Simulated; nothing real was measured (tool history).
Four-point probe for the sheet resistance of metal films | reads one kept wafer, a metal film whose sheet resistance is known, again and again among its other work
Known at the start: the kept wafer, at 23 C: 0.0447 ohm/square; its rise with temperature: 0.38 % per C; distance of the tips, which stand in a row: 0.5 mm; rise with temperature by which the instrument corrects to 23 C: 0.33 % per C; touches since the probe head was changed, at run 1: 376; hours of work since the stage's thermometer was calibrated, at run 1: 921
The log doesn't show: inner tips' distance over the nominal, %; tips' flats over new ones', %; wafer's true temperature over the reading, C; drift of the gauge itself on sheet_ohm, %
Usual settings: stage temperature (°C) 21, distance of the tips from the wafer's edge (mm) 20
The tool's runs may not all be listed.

run	day	stage temperature (°C)	distance of the tips from the wafer's edge (mm)	touches since the probe head was changed	hours of work since the stage's thermometer was calibrated	sheet resistance as the instrument gives it (ohm/square)
1	0.000	21	20	376	921	0.044570
2	2.521	21	20	1988	956	0.044574
3	4.700	21	20	3381	987	0.044577
4	6.546	21	20	4563	1013	0.044577
5	8.617	24	20	5885	1042	0.044622
6	10.533	21	20	7111	1069	0.044564
7	11.829	21	20	7940	1088	0.044576
8	13.467	21	20	8987	1111	0.044579
9	15.058	21	20	10005	1133	0.044566
10	16.550	21	20	10958	1154	0.044579
11	18.046	21	20	11914	1175	0.044589
12	20.329	21	20	13375	1207	0.044571
13	21.388	21	20	14050	1222	0.044585
14	22.850	21	4	14985	1243	0.044924
15	23.904	34	6	15661	1258	0.045013
16	25.750	34	6	16839	1284	0.045017
17	26.842	34	6	17538	1299	0.045013
18	28.554	28	26	18634	1324	0.044728
# day 29.775: stage's thermometer calibrated
19	30.771	28	26	20036	14	0.044739

Forecast each of these 4 alternatives for the next run:
A	32.842	26	12	21360	43	?
B	32.842	30	19	21360	43	?
C	32.842	31	10	21360	43	?
D	32.842	24	4	21360	43	?

run	sheet resistance as the instrument gives it (ohm/square)
A	0.044734
B	0.044773
C	0.044854
D	0.045005
Without the tool's hidden state the same runs would have given:
run	sheet resistance as the instrument gives it (ohm/square)
A	0.044820
B	0.044858
C	0.044939
D	0.045091

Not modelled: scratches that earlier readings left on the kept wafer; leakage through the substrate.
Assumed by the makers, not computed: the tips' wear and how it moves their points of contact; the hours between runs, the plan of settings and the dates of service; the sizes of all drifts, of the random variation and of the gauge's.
